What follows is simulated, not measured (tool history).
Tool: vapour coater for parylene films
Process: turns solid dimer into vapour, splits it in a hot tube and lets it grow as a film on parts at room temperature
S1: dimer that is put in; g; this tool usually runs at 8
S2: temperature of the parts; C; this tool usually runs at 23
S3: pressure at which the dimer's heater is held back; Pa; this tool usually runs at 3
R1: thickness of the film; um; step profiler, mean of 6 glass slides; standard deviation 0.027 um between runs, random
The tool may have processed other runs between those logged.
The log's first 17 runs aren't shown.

{"run": 18, "hour": 646.0, "S1": 8, "S2": 23, "S3": 3, "R1": 2.96}
{"run": 19, "hour": 674.0, "S1": 8, "S2": 23, "S3": 10.15, "R1": 2.39}
{"run": 20, "hour": 714.1, "S1": 8, "S2": 23, "S3": 10.15, "R1": 2.33}
{"run": 21, "hour": 762.2, "S1": 5, "S2": 23, "S3": 3, "R1": 1.77}
{"run": 22, "hour": 812.6, "S1": 5, "S2": 23, "S3": 3, "R1": 1.74}
{"run": 23, "hour": 853.0, "S1": 8, "S2": 24, "S3": 3, "R1": 2.65}
{"run": 24, "hour": 881.0, "S1": 5, "S2": 16, "S3": 4.51, "R1": 2.02}
{"run": 25, "hour": 912.4, "S1": 5, "S2": 16, "S3": 4.51, "R1": 1.98}
{"run": 26, "hour": 940.5, "S1": 3, "S2": 21, "S3": 4.51, "R1": 1.05}
{"run": 27, "hour": 996.4, "S1": 3, "S2": 29, "S3": 7.8, "R1": 0.68}
{"run": 28, "hour": 1044.3, "S1": 8, "S2": 23, "S3": 9.13, "R1": 2.22}
{"hour": 1076.4, "done": "trap's valve overhauled"}
{"run": 29, "hour": 1083.4, "S1": 7, "S2": 16, "S3": 9.13, "R1": 2.79}
{"run": 30, "hour": 1140.5, "S1": 8, "S2": 23, "S3": 3.96, "R1": 2.88}
{"run": 31, "hour": 1182.6, "S1": 8, "S2": 18, "S3": 4.2, "R1": 3.3}
{"run": 32, "hour": 1205.8, "S1": 7, "S2": 15, "S3": 2.7, "R1": 3.02}
{"run": 33, "hour": 1244.9, "S1": 7, "S2": 15, "S3": 3.3, "R1": 2.96}
{"run": 34, "hour": 1286.2, "S1": 10, "S2": 23, "S3": 11.32, "R1": 2.93}
{"run": 35, "hour": 1317.5, "S1": 10, "S2": 16, "S3": 4.57, "R1": 4.22}
{"run": 36, "hour": 1370.7, "S1": 10, "S2": 16, "S3": 4.57, "R1": 4.14}
{"run": 37, "hour": 1394.8, "S1": 10, "S2": 16, "S3": 4.57, "R1": 4.12}
{"run": 38, "hour": 1442.3, "S1": 10, "S2": 16, "S3": 4.57, "R1": 4.04}

What does the tool deliver on the next run?
{"run": 39, "hour": 1483.5, "S1": 4, "S2": 23, "S3": 3, "R1": "?"}

R1: 1.35 um
Take away the tool's hidden state, keep the run-to-run variation as it was, and the same run would have given R1 1.53 um.
